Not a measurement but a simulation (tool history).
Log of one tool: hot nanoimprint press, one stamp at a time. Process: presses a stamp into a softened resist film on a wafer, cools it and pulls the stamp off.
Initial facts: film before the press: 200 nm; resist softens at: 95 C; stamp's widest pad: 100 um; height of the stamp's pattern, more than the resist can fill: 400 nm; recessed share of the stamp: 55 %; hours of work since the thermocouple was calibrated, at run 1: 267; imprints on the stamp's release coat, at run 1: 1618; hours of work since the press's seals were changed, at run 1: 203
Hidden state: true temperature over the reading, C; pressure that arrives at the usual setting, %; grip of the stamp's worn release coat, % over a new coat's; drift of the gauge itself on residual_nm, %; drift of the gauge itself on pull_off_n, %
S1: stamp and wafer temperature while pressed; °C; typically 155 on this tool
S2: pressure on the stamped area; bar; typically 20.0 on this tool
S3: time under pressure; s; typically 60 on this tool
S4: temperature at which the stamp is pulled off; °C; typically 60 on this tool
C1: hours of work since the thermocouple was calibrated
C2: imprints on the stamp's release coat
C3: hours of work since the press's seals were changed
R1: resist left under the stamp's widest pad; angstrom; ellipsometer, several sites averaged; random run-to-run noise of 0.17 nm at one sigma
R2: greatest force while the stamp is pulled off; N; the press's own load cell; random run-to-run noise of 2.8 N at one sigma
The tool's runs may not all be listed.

run	hour	S1	S2	S3	S4	C1	C2	C3	R1	R2
1	0.0	155	20.0	60	60	267	1618	203	960	135
2	23.0	155	20.0	60	60	279	1691	216	960	136
3	39.1	155	20.0	60	60	288	1742	224	959	133
4	60.1	144	20.0	60	60	299	1809	235	1448	136
# hour 78.7: stamp cleaned and given a new release coat
# hour 88.3: plate thermocouple calibrated
5	95.1	144	20.0	60	60	4	42	249	1444	132
6	111.7	144	20.0	60	60	12	95	257	1447	131
7	131.8	165	20.0	60	60	23	159	268	635	128
8	151.5	165	20.0	60	60	33	221	278	633	130
9	179.6	165	20.0	60	60	48	310	293	632	133
10	202.1	165	20.0	60	60	60	381	305	633	136
11	225.5	165	20.0	60	60	72	456	317	634	134
12	247.1	155	23.7	60	60	83	524	328	903	131
13	265.1	155	23.7	60	60	93	581	337	902	130
14	291.7	155	23.7	60	60	106	665	351	900	133
15	309.1	155	23.7	60	60	116	720	361	904	133
16	328.8	158	13.5	70	59	126	783	371	948	133
17	347.9	147	16.5	60	64	136	844	381	1395	122
18	376.7	163	28.1	60	64	151	935	396	590	123
19	408.5	161	20.0	74	45	168	1035	413	689	166
20	427.4	162	12.7	62	49	177	1096	422	872	154
21	456.4	155	13.4	60	49	193	1187	438	1133	149
22	478.8	155	12.8	60	49	204	1258	449	1150	154
23	512.2	149	19.2	60	60	222	1364	467	1247	135
# hour 516.2: gauge calibrated
24	526.7	149	19.2	60	60	229	1410	474	1235	141
25	548.3	149	19.2	60	60	241	1479	486	1237	132
26	576.8	163	19.2	60	53	256	1569	501	703	148
27	610.4	155	20.0	83	68	273	1675	518	849	118

For run 28, what comes out?
28	638.0	155	31.6	72	68	288	1763	533	?	?

{"run 28": {"R1": 736, "R2": 116}}
On a tool with no hidden condition, and with the same random variation, this run would have come out at R1 734 angstrom, R2 115 N.
